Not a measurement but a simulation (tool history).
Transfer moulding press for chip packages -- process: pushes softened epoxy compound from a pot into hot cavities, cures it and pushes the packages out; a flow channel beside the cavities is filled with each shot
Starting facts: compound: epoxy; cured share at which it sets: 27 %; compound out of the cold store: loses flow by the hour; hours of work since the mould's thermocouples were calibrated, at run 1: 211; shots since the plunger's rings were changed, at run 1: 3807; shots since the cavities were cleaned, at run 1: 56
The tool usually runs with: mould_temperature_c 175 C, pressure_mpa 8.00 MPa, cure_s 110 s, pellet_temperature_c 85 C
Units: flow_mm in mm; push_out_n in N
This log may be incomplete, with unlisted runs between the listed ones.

run   hour  mould_temperature_c  pressure_mpa  cure_s  pellet_temperature_c  hours of work since the mould's thermocouples were calibrated  shots since the plunger's rings were changed  shots since the cavities were cleaned  incoming compound's hours out of the cold store  flow_mm  push_out_n
  1    0.0                  175          8.00     110                    85                                                            211                                          3807                                     56                                             27.9      685         503
  2    5.9                  175          8.00     110                    85                                                            214                                          3856                                    105                                             14.0      719         537
  3   13.2                  175          8.00     110                    85                                                            217                                          3916                                    165                                             25.7      683         575
  4   20.6                  175          8.00     110                    85                                                            221                                          3977                                    226                                             11.2      724         629
  5   25.6                  175          8.00     110                    85                                                            223                                          4018                                    267                                             23.1      690         599
  6   30.8                  175          8.00     110                    85                                                            226                                          4061                                    310                                             20.4      701         628
  7   37.2                  175          8.00     110                    85                                                            229                                          4113                                    362                                             35.1      657         628
  8   42.5                  175          8.00     110                    85                                                            232                                          4157                                    406                                             39.8      634         601
  9   49.2                  175          8.00     110                    85                                                            235                                          4212                                    461                                             31.4      665         655
 10   56.7                  175          8.00     110                    85                                                            239                                          4274                                    523                                             36.8      653         672
 11   65.2                  175          8.00     110                    85                                                            243                                          4344                                    593                                             32.7      663         690
      71.4  -- cavities cleaned with cleaning compound and waxed
      79.4  -- plunger's sealing rings changed
 12   79.4                  175          8.00     110                    85                                                            248                                             0                                     45                                             12.5      766         522
      82.5  -- mould's thermocouples calibrated
 13   86.4                  175          8.00     110                    85                                                              2                                            41                                     86                                             36.9      692         485
 14   96.1                  175          8.00     110                    86                                                              7                                           121                                    166                                             40.3      678         536
 15  104.6                  173          8.84     117                    79                                                             11                                           191                                    236                                             46.0      700         592
 16  113.0                  170          8.00     110                    81                                                             15                                           260                                    305                                             47.3      671         807
 17  121.4                  170          8.00     110                    81                                                             19                                           329                                    374                                             28.1      738         929
 18  127.4                  175          8.00     110                    79                                                             22                                           378                                    423                                             26.4      725         643
     130.3  -- mould's thermocouples calibrated, once more
 19  140.6                  175          8.00     110                    79                                                              5                                           470                                    515                                             31.5      711         697
 20  148.9                  176          7.22     110                    79                                                              9                                           539                                    584                                             31.7      668         718
     155.9  -- cavities cleaned with cleaning compound and waxed
 21  157.1                  180          7.32     104                    80                                                             12                                           594                                     10                                             15.6      706         433
 22  167.4                  175          8.00     110                    92                                                             18                                           679                                     95                                             45.1      667         508
 23  176.1                  175          8.00     110                    92                                                             22                                           750                                    166                                             11.5      760         589
 24  183.1                  175          7.70     110                    93                                                             25                                           808                                    224                                             25.2      713         598
 25  194.7                  182          6.18      99                    91                                                             31                                           904                                    320                                             23.4      617         532

Branching from run 25: 3 alternative next runs. What would each branch give?
  A  200.2                  183          7.86      99                    77                                                             34                                           948                                    364                                             27.0        ?           ?
  B  200.2                  168          6.18      99                    91                                                             34                                           948                                    364                                             21.7        ?           ?
  C  200.2                  175          9.11     110                    85                                                             34                                           948                                    364                                             44.1        ?           ?

run  flow_mm  push_out_n
  A      685         575
  B      662        1336
  C      709         640
The same runs, with their run-to-run variation unchanged, on a tool lacking any hidden condition would have given:
run  flow_mm  push_out_n
  A      697         420
  B      673         975
  C      721         464

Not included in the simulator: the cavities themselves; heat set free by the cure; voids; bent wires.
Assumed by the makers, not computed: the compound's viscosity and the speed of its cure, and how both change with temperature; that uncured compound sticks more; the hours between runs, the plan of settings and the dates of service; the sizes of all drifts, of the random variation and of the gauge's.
